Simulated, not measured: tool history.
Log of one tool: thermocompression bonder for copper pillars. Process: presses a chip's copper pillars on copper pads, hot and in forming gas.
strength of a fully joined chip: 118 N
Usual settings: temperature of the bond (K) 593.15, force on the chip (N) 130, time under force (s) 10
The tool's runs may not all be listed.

run    day  temperature of the bond (K)  force on the chip (N)  time under force (s)  force that shears a chip off (N)
  1      0                       593.15                    130                    10                              65.3
  2  0.288                       593.15                    130                     6                              55.4
  3  0.712                       593.15                     92                    10                              45.1
  4  1.083                       593.15                     92                    10                              45.1
  5  1.446                       593.15                     92                    10                              44.6
  6  1.921                       593.15                    130                    10                              65.6
  7  2.275                       589.15                     89                    23                              56.6
  8  2.733                       589.15                    164                    18                              89.1
  9  2.967                       589.15                    164                    18                              88.9
 10  3.183                       612.15                    130                     9                              77.2
 11  3.454                       612.15                    130                     9                                77
 12  3.704                       593.15                    189                     9                              87.1

Forecast each of these 3 alternatives for the next run:
     3.938  -- forming gas filter changed
  A  3.938                       593.15                    166                    21                                 ?
     3.938  -- forming gas filter changed
  B  3.938                       615.15                    189                     9                                 ?
     3.938  -- forming gas filter changed
  C  3.938                       612.15                    130                    10                                 ?

run  force that shears a chip off (N)
  A                              95.8
  B                             101.5
  C                              79.9
Without the tool's hidden state the same runs would have given:
run  force that shears a chip off (N)
  A                              95.8
  B                             101.5
  C                              79.9
